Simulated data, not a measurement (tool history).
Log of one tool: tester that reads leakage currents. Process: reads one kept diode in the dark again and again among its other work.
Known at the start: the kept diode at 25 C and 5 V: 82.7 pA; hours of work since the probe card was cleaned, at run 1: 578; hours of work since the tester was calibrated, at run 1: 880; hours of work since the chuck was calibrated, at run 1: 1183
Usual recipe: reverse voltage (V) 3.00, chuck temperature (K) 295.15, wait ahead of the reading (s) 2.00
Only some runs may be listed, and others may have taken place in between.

run      day  reverse voltage (V)  chuck temperature (K)  wait ahead of the reading (s)  hours of work since the probe card was cleaned  hours of work since the tester was calibrated  hours of work since the chuck was calibrated  current that the tester gives (pA)
  1    0.000                 3.00                 295.15                           2.00                                             578                                            880                                          1183                               55.52
  2    3.700                 3.00                 295.15                           2.00                                             631                                            933                                          1235                               55.71
  3    5.946                14.04                 295.15                           2.00                                             662                                            965                                          1267                               91.06
  4    9.438                14.04                 295.15                           2.00                                             712                                           1014                                          1316                               91.48
  5   11.104                 4.21                 295.15                           2.00                                             736                                           1038                                          1340                               61.83
  6   12.754                 4.21                 295.15                           2.00                                             759                                           1061                                          1363                               61.94
  7   16.442                 3.00                 304.15                           2.00                                             811                                           1113                                          1416                              112.98
  8   19.521                 3.00                 304.15                           2.00                                             855                                           1157                                          1459                              113.34
  9   22.233                 3.00                 304.15                           2.00                                             893                                           1195                                          1498                              112.71
 10   26.083                 3.00                 304.15                           5.39                                             948                                           1250                                          1552                              112.40
      27.862  -- chuck's temperature calibrated
 11   28.679                 3.00                 304.15                           5.39                                             984                                           1286                                            12                              113.20
 12   31.038                 3.00                 304.15                           5.39                                            1017                                           1319                                            45                              112.93
 13   34.221                 3.00                 304.15                           5.39                                            1062                                           1364                                            90                              112.84
 14   37.292                 3.00                 304.15                           5.39                                            1106                                           1408                                           134                              113.30
 15   40.904                 3.00                 304.15                           5.39                                            1157                                           1459                                           185                              113.47
 16   43.338                 3.00                 304.15                           5.39                                            1191                                           1493                                           219                              112.95
 17   46.254                 7.57                 295.15                           2.00                                            1233                                           1535                                           261                               75.00
 18   50.058                 7.57                 295.15                           2.00                                            1286                                           1589                                           315                               74.69
 19   52.367                 7.57                 295.15                           2.00                                            1319                                           1621                                           347                               74.85
 20   56.221                10.93                 313.15                           0.56                                            1374                                           1676                                           402                              334.71
 21   58.629                 2.67                 295.15                           2.00                                            1408                                           1710                                           436                               54.05
 22   60.292                 2.56                 295.15                           1.55                                            1431                                           1734                                           460                               53.06
 23   62.238                13.74                 297.15                           6.58                                            1459                                           1761                                           487                              105.63
 24   64.929                 7.88                 323.15                           6.58                                            1497                                           1799                                           525                              608.43
 25   67.196                 1.09                 320.15                           8.64                                            1529                                           1831                                           557                              263.31
 26   70.017                 4.05                 307.15                           7.57                                            1569                                           1871                                           597                              155.11
 27   72.612                17.97                 319.15                           1.62                                            1606                                           1908                                           634                              594.20
 28   74.508                 3.00                 301.15                           2.00                                            1633                                           1935                                           661                               90.47
 29   78.088                 3.00                 301.15                           2.00                                            1684                                           1986                                           712                               89.56
 30   81.875                 3.00                 301.15                           2.00                                            1737                                           2039                                           765                               89.64
 31   84.888                 1.25                 301.15                           5.69                                            1780                                           2082                                           808                               67.81
 32   87.646                 1.25                 301.15                           5.69                                            1819                                           2121                                           847                               67.93
 33   91.429                 1.25                 301.15                           5.69                                            1873                                           2175                                           901                               68.26
 34   94.300                 1.25                 301.15                           5.69                                            1913                                           2216                                           942                               68.13
 35   97.338                 1.25                 301.15                           5.69                                            1957                                           2259                                           985                               68.20
 36   99.683                14.82                 328.15                           2.08                                            1990                                           2292                                          1018                             1033.71
 37  102.375                10.27                 311.15                           4.67                                            2028                                           2330                                          1056                              281.95

Across each entry between runs, compare the hidden state at the last listed run before it with the hidden state at the first listed run after it:
In the gap between runs 10 and 11: chuck's temperature calibrated (day 27.862)
  nothing in the hidden state changes from one run to the other
